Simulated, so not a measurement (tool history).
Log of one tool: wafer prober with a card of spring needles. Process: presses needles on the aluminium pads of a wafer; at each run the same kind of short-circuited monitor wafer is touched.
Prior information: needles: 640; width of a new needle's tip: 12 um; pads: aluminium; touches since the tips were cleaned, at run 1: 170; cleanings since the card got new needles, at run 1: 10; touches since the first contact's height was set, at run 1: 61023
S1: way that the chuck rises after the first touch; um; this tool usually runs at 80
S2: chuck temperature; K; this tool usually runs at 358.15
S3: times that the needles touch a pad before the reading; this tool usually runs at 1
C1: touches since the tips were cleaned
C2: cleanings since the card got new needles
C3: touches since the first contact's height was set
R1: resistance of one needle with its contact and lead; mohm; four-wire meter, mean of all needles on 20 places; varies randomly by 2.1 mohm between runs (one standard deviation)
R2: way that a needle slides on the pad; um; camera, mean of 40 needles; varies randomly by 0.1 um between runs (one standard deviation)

run	hour	S1	S2	S3	C1	C2	C3	R1	R2
1	0.0	80	358.15	1	170	10	61023	265	19.73
2	11.8	80	358.15	1	3672	10	64525	273	19.51
3	18.2	80	358.15	1	5555	10	66408	279	19.78
# hour 21.0: tips cleaned on abrasive film
4	26.9	80	358.15	1	1746	11	68941	273	19.65
5	32.4	80	358.15	1	3383	11	70578	270	19.69
# hour 41.7: tips cleaned on abrasive film
6	43.6	80	358.15	1	569	12	73859	264	19.69
7	55.3	80	358.15	1	4021	12	77311	273	19.47
# hour 62.9: tips cleaned on abrasive film
8	67.0	80	358.15	1	1216	13	80745	268	19.53
9	75.0	80	358.15	1	3589	13	83118	271	19.79
# hour 84.0: tips cleaned on abrasive film
10	84.0	80	358.15	1	0	14	85757	267	19.79
11	94.5	80	358.15	1	3094	14	88851	272	19.69
# hour 105.0: tips cleaned on abrasive film
12	105.3	80	358.15	1	74	15	92015	268	19.49
13	115.0	66	302.15	3	2958	15	94899	252	16.23
14	122.6	66	302.15	3	5194	15	97135	253	16.09
# hour 126.2: tips cleaned on abrasive film
15	133.8	88	302.15	3	2245	16	100433	252	21.82
16	139.1	85	306.15	3	3800	16	101988	251	20.66
# hour 147.6: tips cleaned on abrasive film
17	149.3	73	320.15	1	496	17	104986	253	17.75

Predict each of these 5 candidate next runs independently; none follows another, all start after run 17:
A	161.2	93	324.15	1	4012	17	108502	?	?
B	161.2	87	358.15	1	4012	17	108502	?	?
C	161.2	93	300.15	2	4012	17	108502	?	?
D	161.2	81	321.15	1	4012	17	108502	?	?
E	161.2	88	302.15	1	4012	17	108502	?	?

run	R1	R2
A	262	22.74
B	272	21.34
C	254	22.66
D	264	19.85
E	256	21.57
The same runs, with their run-to-run variation unchanged, on a tool lacking any hidden condition would have given:
run	R1	R2
A	255	23.19
B	264	21.79
C	250	23.11
D	256	20.30
E	248	22.03
